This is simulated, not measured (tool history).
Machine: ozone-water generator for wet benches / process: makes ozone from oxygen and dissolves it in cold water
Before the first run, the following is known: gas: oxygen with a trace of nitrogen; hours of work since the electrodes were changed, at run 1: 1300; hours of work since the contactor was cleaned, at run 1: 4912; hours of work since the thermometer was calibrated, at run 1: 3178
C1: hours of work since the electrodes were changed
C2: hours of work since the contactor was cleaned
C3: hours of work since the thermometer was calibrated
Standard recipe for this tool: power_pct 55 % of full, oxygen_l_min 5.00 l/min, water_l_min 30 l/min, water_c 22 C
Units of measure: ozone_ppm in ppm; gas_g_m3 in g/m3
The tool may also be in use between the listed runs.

Run 1, hour 0.0: usual settings; C1 1300; C2 4912; C3 3178. Result: ozone_ppm 18.0 ppm, gas_g_m3 217.6 g/m3.
Run 2, hour 167.9: usual settings; C1 1415; C2 5028; C3 3293. Result: ozone_ppm 18.1 ppm, gas_g_m3 215.4 g/m3.
Run 3, hour 311.8: usual settings; C1 1515; C2 5127; C3 3393. Result: ozone_ppm 17.8 ppm, gas_g_m3 217.2 g/m3.
Run 4, hour 384.4: usual settings; C1 1565; C2 5177; C3 3443. Result: ozone_ppm 18.0 ppm, gas_g_m3 218.1 g/m3.
Run 5, hour 507.2: usual settings but water_c 18 C; C1 1649; C2 5262; C3 3527. Result: ozone_ppm 18.7 ppm, gas_g_m3 219.5 g/m3.
Run 6, hour 632.9: usual settings; C1 1736; C2 5349; C3 3614. Result: ozone_ppm 18.1 ppm, gas_g_m3 217.9 g/m3.
Run 7, hour 791.6: usual settings; C1 1846; C2 5458; C3 3724. Result: ozone_ppm 18.1 ppm, gas_g_m3 218.5 g/m3.
Run 8, hour 953.9: usual settings; C1 1958; C2 5570; C3 3836. Result: ozone_ppm 18.0 ppm, gas_g_m3 219.8 g/m3.
Run 9, hour 1088.4: usual settings; C1 2050; C2 5663; C3 3928. Result: ozone_ppm 18.0 ppm, gas_g_m3 218.4 g/m3.
Run 10, hour 1258.2: usual settings; C1 2167; C2 5780; C3 4045. Result: ozone_ppm 17.7 ppm, gas_g_m3 217.3 g/m3.
Run 11, hour 1390.3: usual settings; C1 2259; C2 5871; C3 4137. Result: ozone_ppm 18.0 ppm, gas_g_m3 218.8 g/m3.
Run 12, hour 1531.2: usual settings but water_c 14 C; C1 2356; C2 5968; C3 4234. Result: ozone_ppm 20.0 ppm, gas_g_m3 219.0 g/m3.
Run 13, hour 1645.2: usual settings but water_l_min 29 l/min, water_c 25 C; C1 2434; C2 6047; C3 4312. Result: ozone_ppm 17.7 ppm, gas_g_m3 220.4 g/m3.
Run 14, hour 1730.1: usual settings but power_pct 85 % of full, oxygen_l_min 7.70 l/min, water_l_min 20 l/min, water_c 17 C; C1 2493; C2 6105; C3 4371. Result: ozone_ppm 38.5 ppm, gas_g_m3 248.2 g/m3.
Run 15, hour 1863.4: usual settings but power_pct 85 % of full, oxygen_l_min 6.16 l/min, water_l_min 20 l/min, water_c 26 C; C1 2585; C2 6197; C3 4463. Result: ozone_ppm 33.5 ppm, gas_g_m3 279.4 g/m3.
Run 16, hour 1983.6: usual settings but power_pct 85 % of full, oxygen_l_min 6.16 l/min, water_l_min 20 l/min, water_c 26 C; C1 2668; C2 6280; C3 4546. Result: ozone_ppm 33.3 ppm, gas_g_m3 281.1 g/m3.
Run 17, hour 2081.5: usual settings but power_pct 85 % of full, oxygen_l_min 6.14 l/min, water_l_min 25 l/min, water_c 26 C; C1 2735; C2 6348; C3 4613. Result: ozone_ppm 28.3 ppm, gas_g_m3 281.2 g/m3.
Run 18, hour 2167.5: usual settings but power_pct 85 % of full, oxygen_l_min 6.14 l/min, water_l_min 25 l/min, water_c 26 C; C1 2795; C2 6407; C3 4673. Result: ozone_ppm 28.4 ppm, gas_g_m3 280.3 g/m3.
Run 19, hour 2279.8: usual settings but power_pct 85 % of full, oxygen_l_min 6.14 l/min, water_l_min 25 l/min, water_c 26 C; C1 2872; C2 6485; C3 4750. Result: ozone_ppm 28.1 ppm, gas_g_m3 283.0 g/m3.
Run 20, hour 2378.4: usual settings but water_l_min 22 l/min, water_c 18 C; C1 2940; C2 6553; C3 4818. Result: ozone_ppm 24.6 ppm, gas_g_m3 220.5 g/m3.
Run 21, hour 2500.6: usual settings but power_pct 94 % of full, oxygen_l_min 7.69 l/min, water_l_min 38 l/min, water_c 25 C; C1 3024; C2 6637; C3 4902. Result: ozone_ppm 21.8 ppm, gas_g_m3 267.2 g/m3.
Run 22, hour 2637.5: usual settings but oxygen_l_min 8.53 l/min, water_c 24 C; C1 3119; C2 6731; C3 4997. Result: ozone_ppm 17.4 ppm, gas_g_m3 166.4 g/m3.

Forecast each of these 3 alternatives for the next run:
Run A, hour 2729.7: usual settings but oxygen_l_min 3.29 l/min, water_l_min 24 l/min, water_c 24 C; C1 3182; C2 6795; C3 5060. Result: ozone_ppm ?, gas_g_m3 ?.
Run B, hour 2729.7: usual settings but oxygen_l_min 8.53 l/min, water_l_min 46 l/min, water_c 24 C; C1 3182; C2 6795; C3 5060. Result: ozone_ppm ?, gas_g_m3 ?.
Run C, hour 2729.7: usual settings but oxygen_l_min 5.64 l/min, water_c 17 C; C1 3182; C2 6795; C3 5060. Result: ozone_ppm ?, gas_g_m3 ?.

run  ozone_ppm  gas_g_m3
  A       20.5     277.4
  B       12.1     165.5
  C       19.0     208.6
With the hidden condition removed and each run's random variation left untouched, the same runs would have given:
run  ozone_ppm  gas_g_m3
  A       20.5     272.9
  B       12.2     162.9
  C       19.0     205.3
